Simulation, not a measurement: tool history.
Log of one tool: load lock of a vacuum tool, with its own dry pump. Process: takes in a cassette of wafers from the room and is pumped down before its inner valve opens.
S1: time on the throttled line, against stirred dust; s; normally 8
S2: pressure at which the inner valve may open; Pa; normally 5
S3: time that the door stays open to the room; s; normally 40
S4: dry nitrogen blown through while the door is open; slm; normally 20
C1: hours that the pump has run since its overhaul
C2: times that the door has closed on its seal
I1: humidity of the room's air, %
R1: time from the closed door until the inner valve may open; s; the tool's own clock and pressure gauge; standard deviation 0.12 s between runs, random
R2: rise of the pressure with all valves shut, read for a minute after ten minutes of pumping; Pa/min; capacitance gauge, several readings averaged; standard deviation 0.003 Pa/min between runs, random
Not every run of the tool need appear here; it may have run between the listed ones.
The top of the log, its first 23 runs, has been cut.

Run 24, hour 5441.3: usual settings but S1 16 s, S2 4 Pa; C1 1294; C2 2220; I1 42.2. Result: R1 22.6 s, R2 0.043 Pa/min.
Run 25, hour 5690.6: usual settings but S1 7 s, S2 6 Pa, S4 8 slm; C1 1544; C2 3242; I1 47.2. Result: R1 15.8 s, R2 0.066 Pa/min.
Run 26, hour 5856.1: usual settings but S3 55 s; C1 1709; C2 3920; I1 44.7. Result: R1 16.5 s, R2 0.05 Pa/min.
Run 27, hour 6203.8: usual settings but S1 6 s; C1 2057; C2 5345; I1 44.2. Result: R1 15.3 s, R2 0.043 Pa/min.
Run 28, hour 6457.3: usual settings but S1 6 s; C1 2310; C2 6383; I1 43.2. Result: R1 15.2 s, R2 0.039 Pa/min.
Run 29, hour 6628.1: usual settings but S1 4 s, S4 10 slm; C1 2481; C2 7083; I1 43.8. Result: R1 13.9 s, R2 0.056 Pa/min.
Run 30, hour 6984.4: usual settings but S1 15 s, S3 95 s, S4 7 slm; C1 2838; C2 8543; I1 44.4. Result: R1 21.5 s, R2 0.082 Pa/min.
Run 31, hour 7182.9: usual settings but S2 7 Pa, S4 21 slm; C1 3036; C2 9357; I1 44.4. Result: R1 16.1 s, R2 0.045 Pa/min.
Run 32, hour 7505.5: usual settings but S3 41 s, S4 17 slm; C1 3359; C2 10679; I1 46. Result: R1 16.7 s, R2 0.049 Pa/min.
Run 33, hour 7859.3: usual settings but S2 6 Pa, S3 133 s; C1 3713; C2 12128; I1 40.4. Result: R1 16.5 s, R2 0.06 Pa/min.
Run 34, hour 8091.1: usual settings but S2 6 Pa, S3 133 s; C1 3944; C2 13078; I1 46.6. Result: R1 16.2 s, R2 0.07 Pa/min.
Run 35, hour 8251.5: usual settings but S2 6 Pa, S3 133 s; C1 4105; C2 13735; I1 44.3. Result: R1 16.4 s, R2 0.07 Pa/min.

Branching from run 35: 4 alternative next runs. What would each branch give?
Run A, hour 8502.7: usual settings but S2 7 Pa, S3 76 s, S4 43 slm; C1 4356; C2 14765; I1 45.8. Result: R1 ?, R2 ?.
Run B, hour 8502.7: usual settings but S1 11 s, S2 6 Pa, S3 133 s, S4 10 slm; C1 4356; C2 14765; I1 42.5. Result: R1 ?, R2 ?.
Run C, hour 8502.7: usual settings but S1 6 s, S2 6 Pa, S3 155 s; C1 4356; C2 14765; I1 43.6. Result: R1 ?, R2 ?.
Run D, hour 8502.7: usual settings but S4 30 slm; C1 4356; C2 14765; I1 44.5. Result: R1 ?, R2 ?.

run    R1     R2
  A  16.2  0.045
  B  18.6  0.078
  C    15  0.074
  D  16.5  0.042
With no hidden state in the tool, these same runs would have given:
run    R1     R2
  A  16.2  0.045
  B  18.6  0.077
  C    15  0.074
  D  16.5  0.042
